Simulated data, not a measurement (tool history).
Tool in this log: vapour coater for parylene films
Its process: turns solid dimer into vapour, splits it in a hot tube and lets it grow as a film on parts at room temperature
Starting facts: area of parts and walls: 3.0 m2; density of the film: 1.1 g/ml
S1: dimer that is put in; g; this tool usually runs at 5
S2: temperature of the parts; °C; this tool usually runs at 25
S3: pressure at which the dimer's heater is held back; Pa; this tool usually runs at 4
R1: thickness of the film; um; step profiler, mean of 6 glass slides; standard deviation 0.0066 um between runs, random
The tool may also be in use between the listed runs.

{"run": 1, "day": 0.0, "S1": 5, "S2": 25, "S3": 4, "R1": 0.744}
{"run": 2, "day": 0.383, "S1": 7, "S2": 25, "S3": 4, "R1": 1.045}
{"run": 3, "day": 0.938, "S1": 7, "S2": 25, "S3": 4, "R1": 1.056}
{"run": 4, "day": 1.612, "S1": 7, "S2": 25, "S3": 4, "R1": 1.048}
{"run": 5, "day": 2.267, "S1": 7, "S2": 25, "S3": 4, "R1": 1.056}
{"run": 6, "day": 2.629, "S1": 7, "S2": 25, "S3": 4, "R1": 1.05}
{"run": 7, "day": 3.221, "S1": 5, "S2": 25, "S3": 4, "R1": 0.749}
{"run": 8, "day": 3.817, "S1": 3, "S2": 25, "S3": 4, "R1": 0.457}
{"run": 9, "day": 4.192, "S1": 3, "S2": 25, "S3": 4, "R1": 0.433}
{"run": 10, "day": 4.571, "S1": 3, "S2": 25, "S3": 4, "R1": 0.449}
{"run": 11, "day": 5.033, "S1": 5, "S2": 25, "S3": 4, "R1": 0.719}
{"run": 12, "day": 5.646, "S1": 5, "S2": 19, "S3": 4, "R1": 0.847}
{"run": 13, "day": 5.946, "S1": 7, "S2": 25, "S3": 4, "R1": 1.042}
{"run": 14, "day": 6.479, "S1": 2, "S2": 34, "S3": 2.72, "R1": 0.265}
{"day": 6.75, "done": "trap's valve overhauled"}
{"run": 15, "day": 7.192, "S1": 2, "S2": 25, "S3": 4, "R1": 0.331}
{"run": 16, "day": 7.796, "S1": 5, "S2": 21, "S3": 4, "R1": 0.885}
{"run": 17, "day": 8.392, "S1": 5, "S2": 19, "S3": 4, "R1": 0.91}
{"run": 18, "day": 8.833, "S1": 5, "S2": 24, "S3": 10.39, "R1": 0.698}
{"run": 19, "day": 9.525, "S1": 5, "S2": 27, "S3": 2.6, "R1": 0.825}
{"run": 20, "day": 10.117, "S1": 5, "S2": 27, "S3": 2.6, "R1": 0.83}
{"run": 21, "day": 10.788, "S1": 5, "S2": 27, "S3": 2.6, "R1": 0.814}
{"run": 22, "day": 11.15, "S1": 5, "S2": 27, "S3": 2.6, "R1": 0.816}
{"run": 23, "day": 11.638, "S1": 7, "S2": 28, "S3": 7.93, "R1": 0.932}
{"run": 24, "day": 12.138, "S1": 8, "S2": 36, "S3": 2.9, "R1": 1.057}
{"run": 25, "day": 12.429, "S1": 5, "S2": 25, "S3": 6.62, "R1": 0.733}
{"run": 26, "day": 12.771, "S1": 5, "S2": 32, "S3": 5, "R1": 0.667}

Predict each of these 5 candidate next runs independently; none follows another, all start after run 26:
{"run": "A", "day": 13.342, "S1": 5, "S2": 19, "S3": 2.21, "R1": "?"}
{"run": "B", "day": 13.342, "S1": 9, "S2": 31, "S3": 2.97, "R1": "?"}
{"run": "C", "day": 13.342, "S1": 4, "S2": 25, "S3": 4.2, "R1": "?"}
{"run": "D", "day": 13.342, "S1": 5, "S2": 28, "S3": 6.16, "R1": "?"}
{"run": "E", "day": 13.342, "S1": 6, "S2": 32, "S3": 5, "R1": "?"}

run=A R1=1.017
run=B R1=1.307
run=C R1=0.634
run=D R1=0.68
run=E R1=0.781
What these runs would have given with no unlogged condition in the tool:
run=A R1=1.037
run=B R1=1.333
run=C R1=0.647
run=D R1=0.694
run=E R1=0.797
